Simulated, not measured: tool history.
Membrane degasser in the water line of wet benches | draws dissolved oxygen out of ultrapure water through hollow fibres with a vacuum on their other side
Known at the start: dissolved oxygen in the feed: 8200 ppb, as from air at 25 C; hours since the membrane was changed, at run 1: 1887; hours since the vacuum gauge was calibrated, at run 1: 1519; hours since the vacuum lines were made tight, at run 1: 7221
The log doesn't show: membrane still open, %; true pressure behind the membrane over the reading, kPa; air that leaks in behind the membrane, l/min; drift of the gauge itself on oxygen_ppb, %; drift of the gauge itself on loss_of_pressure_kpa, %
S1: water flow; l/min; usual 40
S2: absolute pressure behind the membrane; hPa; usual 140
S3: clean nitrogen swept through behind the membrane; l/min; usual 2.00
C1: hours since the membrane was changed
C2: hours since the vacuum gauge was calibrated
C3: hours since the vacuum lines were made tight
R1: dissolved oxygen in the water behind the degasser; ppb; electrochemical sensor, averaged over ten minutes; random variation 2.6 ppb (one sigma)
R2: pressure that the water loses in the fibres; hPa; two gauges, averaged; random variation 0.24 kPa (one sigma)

Run 1, day 0.000: usual settings; C1 1887; C2 1519; C3 7221. Result: R1 482.9 ppb, R2 631.6 hPa.
Run 2, day 3.350: usual settings; C1 1967; C2 1599; C3 7302. Result: R1 478.3 ppb, R2 628.5 hPa.
Run 3, day 6.042: usual settings but S1 50 l/min; C1 2032; C2 1664; C3 7366. Result: R1 580.3 ppb, R2 794.4 hPa.
Run 4, day 9.925: usual settings but S1 50 l/min; C1 2125; C2 1757; C3 7459. Result: R1 579.1 ppb, R2 789.1 hPa.
Run 5, day 14.412: usual settings but S1 50 l/min; C1 2233; C2 1865; C3 7567. Result: R1 584.5 ppb, R2 787.7 hPa.
Run 6, day 18.675: usual settings but S2 290 hPa; C1 2335; C2 1967; C3 7669. Result: R1 1044.7 ppb, R2 628.4 hPa.
Run 7, day 22.329: usual settings but S1 48 l/min, S2 290 hPa; C1 2423; C2 2055; C3 7757. Result: R1 1198.0 ppb, R2 748.4 hPa.
Run 8, day 27.146: usual settings but S3 2.10 l/min; C1 2539; C2 2170; C3 7873. Result: R1 458.2 ppb, R2 632.9 hPa.
Run 9, day 31.538: usual settings but S3 2.10 l/min; C1 2644; C2 2276; C3 7978. Result: R1 461.1 ppb, R2 629.0 hPa.
Run 10, day 35.100: usual settings but S3 2.10 l/min; C1 2729; C2 2361; C3 8064. Result: R1 457.4 ppb, R2 624.7 hPa.
Run 11, day 39.083: usual settings but S3 2.10 l/min; C1 2825; C2 2457; C3 8159. Result: R1 454.1 ppb, R2 630.9 hPa.
Run 12, day 42.196: usual settings; C1 2900; C2 2531; C3 8234. Result: R1 476.6 ppb, R2 629.9 hPa.
Run 13, day 45.258: usual settings; C1 2973; C2 2605; C3 8307. Result: R1 476.2 ppb, R2 621.2 hPa.
Run 14, day 48.600: usual settings; C1 3053; C2 2685; C3 8388. Result: R1 476.2 ppb, R2 630.4 hPa.
Run 15, day 52.658: usual settings but S1 24 l/min; C1 3151; C2 2782; C3 8485. Result: R1 299.5 ppb, R2 374.3 hPa.
Run 16, day 57.142: usual settings but S1 36 l/min, S2 113 hPa, S3 2.41 l/min; C1 3259; C2 2890; C3 8593. Result: R1 289.4 ppb, R2 564.5 hPa.
Run 17, day 59.279: usual settings but S1 36 l/min, S2 178 hPa, S3 4.75 l/min; C1 3310; C2 2941; C3 8644. Result: R1 274.6 ppb, R2 567.4 hPa.
Run 18, day 61.362: usual settings but S2 146 hPa; C1 3360; C2 2991; C3 8694. Result: R1 499.6 ppb, R2 630.1 hPa.
Run 19, day 64.088: usual settings but S2 218 hPa; C1 3425; C2 3057; C3 8759. Result: R1 784.4 ppb, R2 632.2 hPa.
Run 20, day 68.225: usual settings but S2 218 hPa; C1 3525; C2 3156; C3 8859. Result: R1 781.7 ppb, R2 631.5 hPa.
Run 21, day 70.617: usual settings but S2 239 hPa, S3 3.25 l/min; C1 3582; C2 3213; C3 8916. Result: R1 571.9 ppb, R2 629.0 hPa.
Run 22, day 75.242: usual settings but S2 239 hPa, S3 3.25 l/min; C1 3693; C2 3324; C3 9027. Result: R1 578.1 ppb, R2 624.4 hPa.
Run 23, day 77.600: usual settings but S3 4.93 l/min; C1 3749; C2 3381; C3 9084. Result: R1 228.2 ppb, R2 629.4 hPa.
Run 24, day 81.954: usual settings but S3 4.93 l/min; C1 3854; C2 3486; C3 9188. Result: R1 224.4 ppb, R2 630.9 hPa.
Run 25, day 86.079: usual settings but S3 4.93 l/min; C1 3953; C2 3585; C3 9287. Result: R1 225.1 ppb, R2 624.7 hPa.
Run 26, day 88.192: usual settings but S3 4.93 l/min; C1 4004; C2 3635; C3 9338. Result: R1 225.8 ppb, R2 630.4 hPa.
Run 27, day 92.671: usual settings but S1 32 l/min, S2 87 hPa, S3 2.27 l/min; C1 4111; C2 3743; C3 9445. Result: R1 190.1 ppb, R2 503.0 hPa.
Run 28, day 97.375: usual settings but S1 25 l/min, S2 250 hPa; C1 4224; C2 3856; C3 9558. Result: R1 602.8 ppb, R2 394.0 hPa.
Run 29, day 102.083: usual settings but S1 38 l/min, S2 335 hPa, S3 4.96 l/min; C1 4337; C2 3969; C3 9671. Result: R1 544.1 ppb, R2 596.1 hPa.

Forecast each of these 5 alternatives for the next run:
Run A, day 104.879: usual settings but S1 59 l/min, S3 2.06 l/min; C1 4404; C2 4036; C3 9738. Result: R1 ?, R2 ?.
Run B, day 104.879: usual settings but S1 41 l/min, S2 190 hPa; C1 4404; C2 4036; C3 9738. Result: R1 ?, R2 ?.
Run C, day 104.879: usual settings but S2 122 hPa, S3 2.31 l/min; C1 4404; C2 4036; C3 9738. Result: R1 ?, R2 ?.
Run D, day 104.879: usual settings but S1 53 l/min, S2 267 hPa, S3 4.96 l/min; C1 4404; C2 4036; C3 9738. Result: R1 ?, R2 ?.
Run E, day 104.879: usual settings but S1 43 l/min, S2 87 hPa, S3 1.26 l/min; C1 4404; C2 4036; C3 9738. Result: R1 ?, R2 ?.

run     R1     R2
  A  652.5  928.5
  B  684.7  639.4
  C  360.7  627.8
  D  579.4  833.5
  E  397.0  676.4
Without the tool's hidden state the same runs would have given:
run     R1     R2
  A  652.1  928.0
  B  684.3  639.0
  C  360.4  627.4
  D  579.0  833.1
  E  396.7  676.1
